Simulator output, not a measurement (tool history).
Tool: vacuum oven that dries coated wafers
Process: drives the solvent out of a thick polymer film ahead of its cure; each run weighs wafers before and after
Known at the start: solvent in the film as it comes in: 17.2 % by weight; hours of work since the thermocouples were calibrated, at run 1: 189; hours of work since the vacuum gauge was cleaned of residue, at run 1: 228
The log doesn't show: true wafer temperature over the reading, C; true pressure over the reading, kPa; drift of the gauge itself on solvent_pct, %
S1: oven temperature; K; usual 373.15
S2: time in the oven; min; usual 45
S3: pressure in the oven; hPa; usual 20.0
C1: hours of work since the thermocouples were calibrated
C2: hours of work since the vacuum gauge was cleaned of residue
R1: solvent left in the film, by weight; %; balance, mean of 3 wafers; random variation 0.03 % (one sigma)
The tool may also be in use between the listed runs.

run	hour	S1	S2	S3	C1	C2	R1
1	0.0	373.15	45	20.0	189	228	2.18
2	6.5	373.15	45	20.0	192	231	2.23
3	19.8	373.15	45	20.0	198	237	2.18
4	25.5	373.15	45	61.4	201	240	5.41
5	36.6	373.15	45	61.4	206	245	5.48
6	46.6	373.15	45	61.4	211	250	5.44
7	59.3	373.15	45	61.4	217	256	5.56
8	67.3	387.15	45	61.4	220	259	3.04
9	78.5	387.15	45	61.4	225	264	3.12
10	87.2	387.15	45	61.4	229	268	3.11
11	97.9	373.15	58	20.0	234	273	1.92
12	104.6	373.15	58	20.0	237	276	1.89
13	113.4	373.15	58	20.0	241	280	1.93
14	118.9	374.15	45	20.0	244	283	2.06
15	129.5	373.15	45	20.0	249	288	2.26
16	142.8	373.15	45	20.0	255	294	2.22
17	148.4	373.15	45	20.0	258	297	2.33
18	155.0	373.15	45	20.0	261	300	2.25
19	167.2	373.15	45	20.0	266	305	2.23
20	174.8	373.15	66	28.8	270	309	2.49
21	182.9	364.15	65	28.3	273	312	4.04
22	194.0	364.15	65	28.3	279	318	3.93
23	203.3	366.15	57	15.8	283	322	2.62
24	211.7	366.15	57	15.8	287	326	2.55
25	224.5	387.15	45	63.4	293	332	3.21
26	234.1	387.15	53	36.3	297	336	1.83
27	244.6	387.15	53	36.3	302	341	1.88
28	251.7	373.15	53	10.9	305	344	1.32
29	259.8	373.15	43	12.3	309	348	1.82
30	272.8	361.15	37	27.8	315	354	6.57
31	280.9	361.15	41	27.8	319	357	6.11
32	292.2	361.15	41	27.8	324	363	6.17
33	302.4	371.15	32	58.2	328	367	6.50
34	315.5	372.15	56	20.0	334	373	2.12
35	326.9	367.15	71	55.7	340	379	5.92
36	336.3	386.15	71	55.7	344	383	2.94

3 ways to go on from here, each from the tool as it stands after run 36. What would each give?
A	346.3	382.15	71	10.7	349	388	?
B	346.3	364.15	34	35.1	349	388	?
C	346.3	361.15	30	26.0	349	388	?

run	R1
A	0.67
B	6.55
C	7.26
Without the tool's hidden state the same runs would have given:
run	R1
A	0.64
B	6.41
C	7.12

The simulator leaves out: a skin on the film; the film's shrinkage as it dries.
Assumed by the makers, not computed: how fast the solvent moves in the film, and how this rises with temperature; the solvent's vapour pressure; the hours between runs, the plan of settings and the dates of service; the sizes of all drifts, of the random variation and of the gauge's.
